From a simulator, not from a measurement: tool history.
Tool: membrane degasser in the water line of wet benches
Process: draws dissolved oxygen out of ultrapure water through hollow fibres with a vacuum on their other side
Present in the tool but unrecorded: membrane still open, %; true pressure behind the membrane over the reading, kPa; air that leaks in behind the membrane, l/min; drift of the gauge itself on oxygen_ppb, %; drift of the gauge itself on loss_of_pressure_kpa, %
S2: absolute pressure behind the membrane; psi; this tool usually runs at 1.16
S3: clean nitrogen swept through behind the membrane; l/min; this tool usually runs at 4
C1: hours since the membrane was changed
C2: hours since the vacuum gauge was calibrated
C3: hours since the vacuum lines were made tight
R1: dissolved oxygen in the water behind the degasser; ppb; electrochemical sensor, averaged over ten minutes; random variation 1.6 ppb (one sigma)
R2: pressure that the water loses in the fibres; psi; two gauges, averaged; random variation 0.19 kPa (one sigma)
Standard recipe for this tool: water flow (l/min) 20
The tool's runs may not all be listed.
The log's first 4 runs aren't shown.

run 5 hour=670.8 | water_flow_(l/min)=20 S2=1.16 S3=4 | C1=4162 C2=278 C3=12603 | R1=158.7 R2=6.086
run 6 hour=854.8 | water_flow_(l/min)=20 S2=1.16 S3=4 | C1=4346 C2=462 C3=12787 | R1=159.1 R2=6.047
run 7 hour=949.7 | water_flow_(l/min)=20 S2=1.16 S3=4 | C1=4440 C2=557 C3=12882 | R1=160.6 R2=6.115
run 8 hour=1075.9 | water_flow_(l/min)=20 S2=1.16 S3=4 | C1=4567 C2=683 C3=13009 | R1=159.1 R2=6.063
run 9 hour=1165.8 | water_flow_(l/min)=19 S2=1.16 S3=4 | C1=4656 C2=773 C3=13098 | R1=145 R2=5.765
run 10 hour=1342.9 | water_flow_(l/min)=19 S2=1.16 S3=4 | C1=4834 C2=950 C3=13276 | R1=143.9 R2=5.858
run 11 hour=1456.8 | water_flow_(l/min)=19 S2=1.16 S3=4 | C1=4947 C2=1064 C3=13389 | R1=144.7 R2=5.787
run 12 hour=1658.1 | water_flow_(l/min)=20 S2=1.16 S3=4 | C1=5149 C2=1265 C3=13591 | R1=155.5 R2=6.154
run 13 hour=1765.7 | water_flow_(l/min)=20 S2=1.16 S3=6.22 | C1=5256 C2=1373 C3=13698 | R1=137.9 R2=6.109
run 14 hour=1907.1 | water_flow_(l/min)=15 S2=1.16 S3=4 | C1=5398 C2=1514 C3=13840 | R1=92.5 R2=4.58
-- hour=2079.6 gauge calibrated
run 15 hour=2123.4 | water_flow_(l/min)=20 S2=1.16 S3=4 | C1=5614 C2=1730 C3=14056 | R1=159.9 R2=5.999
-- hour=2194.4 seals of the vacuum lines changed
run 16 hour=2308.7 | water_flow_(l/min)=20 S2=1.16 S3=4 | C1=5797 C2=1914 C3=114 | R1=159 R2=5.989
run 17 hour=2424.6 | water_flow_(l/min)=20 S2=0.953 S3=3.57 | C1=5913 C2=2030 C3=230 | R1=149 R2=6.022
run 18 hour=2557.6 | water_flow_(l/min)=21 S2=2.004 S3=3.92 | C1=6046 C2=2163 C3=363 | R1=248.2 R2=6.347
run 19 hour=2673.5 | water_flow_(l/min)=21 S2=2.004 S3=3.92 | C1=6162 C2=2279 C3=479 | R1=249.3 R2=6.347
run 20 hour=2883.8 | water_flow_(l/min)=16 S2=2.708 S3=10.45 | C1=6373 C2=2489 C3=689 | R1=117.6 R2=4.823
run 21 hour=3054.3 | water_flow_(l/min)=18 S2=1.907 S3=3.56 | C1=6543 C2=2659 C3=860 | R1=199.6 R2=5.474
run 22 hour=3181.6 | water_flow_(l/min)=32 S2=1.907 S3=8.38 | C1=6670 C2=2787 C3=987 | R1=358.4 R2=9.729
run 23 hour=3336.6 | water_flow_(l/min)=32 S2=1.907 S3=8.38 | C1=6825 C2=2942 C3=1142 | R1=360.7 R2=9.758
run 24 hour=3555.7 | water_flow_(l/min)=25 S2=1.16 S3=4 | C1=7044 C2=3161 C3=1361 | R1=237.4 R2=7.651
run 25 hour=3657.9 | water_flow_(l/min)=25 S2=1.549 S3=4 | C1=7147 C2=3263 C3=1463 | R1=273.1 R2=7.717

What does the tool deliver on the next run?
-- hour=3671.1 vacuum gauge calibrated
run 26 hour=3864.6 | water_flow_(l/min)=23 S2=1.51 S3=4 | C1=7353 C2=193 C3=1670 | R1=? R2=?

Logged for run 26: R1 238.3 ppb, R2 7.066 psi.
The same run, on a tool lacking any hidden state, would have yielded R1 238 ppb, R2 6.895 psi.
